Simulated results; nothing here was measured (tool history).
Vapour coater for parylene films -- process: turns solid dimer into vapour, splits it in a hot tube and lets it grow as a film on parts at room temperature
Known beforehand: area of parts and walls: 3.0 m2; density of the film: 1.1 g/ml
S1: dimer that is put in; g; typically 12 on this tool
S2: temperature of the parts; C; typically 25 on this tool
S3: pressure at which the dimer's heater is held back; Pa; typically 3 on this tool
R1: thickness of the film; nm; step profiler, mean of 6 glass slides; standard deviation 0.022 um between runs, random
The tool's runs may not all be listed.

{"run": 1, "hour": 0.0, "S1": 12, "S2": 25, "S3": 3, "R1": 2020}
{"run": 2, "hour": 42.7, "S1": 12, "S2": 25, "S3": 2.51, "R1": 2110}
{"run": 3, "hour": 70.5, "S1": 9, "S2": 25, "S3": 3, "R1": 1540}
{"run": 4, "hour": 94.8, "S1": 12, "S2": 33, "S3": 3, "R1": 1370}
{"run": 5, "hour": 134.8, "S1": 12, "S2": 21, "S3": 3, "R1": 2450}
{"run": 6, "hour": 165.7, "S1": 12, "S2": 25, "S3": 3, "R1": 2010}
{"run": 7, "hour": 199.7, "S1": 10, "S2": 25, "S3": 3, "R1": 1690}
{"run": 8, "hour": 237.3, "S1": 10, "S2": 25, "S3": 3, "R1": 1680}
{"run": 9, "hour": 277.4, "S1": 10, "S2": 25, "S3": 3, "R1": 1690}
{"run": 10, "hour": 302.4, "S1": 10, "S2": 25, "S3": 3, "R1": 1700}
{"run": 11, "hour": 346.3, "S1": 10, "S2": 25, "S3": 3, "R1": 1680}
{"hour": 364.4, "done": "trap's valve overhauled"}
{"run": 12, "hour": 371.5, "S1": 12, "S2": 25, "S3": 3, "R1": 2050}
{"run": 13, "hour": 391.6, "S1": 12, "S2": 25, "S3": 3, "R1": 2020}
{"run": 14, "hour": 417.3, "S1": 8, "S2": 27, "S3": 9.32, "R1": 1000}
{"run": 15, "hour": 447.0, "S1": 9, "S2": 22, "S3": 3, "R1": 1780}
{"run": 16, "hour": 486.4, "S1": 5, "S2": 27, "S3": 3, "R1": 750}
{"run": 17, "hour": 523.5, "S1": 5, "S2": 27, "S3": 3, "R1": 760}
{"hour": 548.4, "done": "table's thermometer calibrated"}
{"run": 18, "hour": 564.9, "S1": 15, "S2": 27, "S3": 5.66, "R1": 2100}
{"run": 19, "hour": 593.7, "S1": 15, "S2": 27, "S3": 5.74, "R1": 2110}
{"run": 20, "hour": 630.0, "S1": 17, "S2": 34, "S3": 2.37, "R1": 1910}
{"run": 21, "hour": 656.8, "S1": 12, "S2": 25, "S3": 4.86, "R1": 1860}
{"run": 22, "hour": 678.2, "S1": 12, "S2": 25, "S3": 4.44, "R1": 1910}
{"run": 23, "hour": 723.0, "S1": 16, "S2": 25, "S3": 3.76, "R1": 2600}
{"run": 24, "hour": 765.3, "S1": 5, "S2": 19, "S3": 2.68, "R1": 1140}
{"run": 25, "hour": 793.0, "S1": 17, "S2": 19, "S3": 8.67, "R1": 3230}
{"hour": 799.0, "done": "trap's valve overhauled"}
{"run": 26, "hour": 819.8, "S1": 12, "S2": 25, "S3": 9.22, "R1": 1730}

Alternative continuations, all from the tool just after run 26; predict every row:
{"run": "A", "hour": 853.9, "S1": 15, "S2": 23, "S3": 9.22, "R1": "?"}
{"run": "B", "hour": 853.9, "S1": 10, "S2": 30, "S3": 9.58, "R1": "?"}
{"run": "C", "hour": 853.9, "S1": 12, "S2": 18, "S3": 2.48, "R1": "?"}

run=A R1=2360
run=B R1=1140
run=C R1=2930
Take away the tool's hidden state, keep each run's random variation, and the runs would have read:
run=A R1=2360
run=B R1=1140
run=C R1=2930

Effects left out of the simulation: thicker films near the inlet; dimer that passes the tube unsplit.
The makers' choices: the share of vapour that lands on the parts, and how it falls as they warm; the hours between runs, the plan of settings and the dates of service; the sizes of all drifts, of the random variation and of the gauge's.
